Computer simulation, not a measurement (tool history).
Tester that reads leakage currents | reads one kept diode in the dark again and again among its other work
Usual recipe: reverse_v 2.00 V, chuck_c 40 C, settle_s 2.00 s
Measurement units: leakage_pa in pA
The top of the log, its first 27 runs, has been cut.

run    hour  reverse_v  chuck_c  settle_s  leakage_pa
 28  2381.5       2.29       33      0.74       21.98
     2434.7  -- tester calibrated
 29  2438.6       2.91       33      3.04       23.03
 30  2529.8       2.91       33      3.04       23.12
 31  2590.1      11.32       40      0.30       71.92
 32  2643.7      11.00       40      0.30       71.48
     2684.4  -- chuck's temperature calibrated
 33  2751.2      11.00       40      0.30       71.40
 34  2843.7      11.00       40      0.30       70.91
 35  2896.5       7.43       22      2.00       14.63
 36  2974.5       2.00       31      0.49       18.46
 37  3036.3       2.00       36      3.74       25.21
 38  3144.5       2.00       36      3.74       25.14
 39  3241.7      13.81       36      3.74       49.99
     3335.0  -- chuck's temperature calibrated
 40  3355.7       1.39       40      2.00       29.94

Branching from run 40: 3 alternative next runs. What would each branch give?
  A  3405.2       1.39       40      7.70           ?
  B  3405.2      15.13       57      0.49           ?
  C  3405.2      18.33       40      2.41           ?

run  leakage_pa
  A       29.67
  B      222.14
  C       73.52
With no hidden state in the tool, these same runs would have given:
run  leakage_pa
  A       29.66
  B      221.98
  C       73.33

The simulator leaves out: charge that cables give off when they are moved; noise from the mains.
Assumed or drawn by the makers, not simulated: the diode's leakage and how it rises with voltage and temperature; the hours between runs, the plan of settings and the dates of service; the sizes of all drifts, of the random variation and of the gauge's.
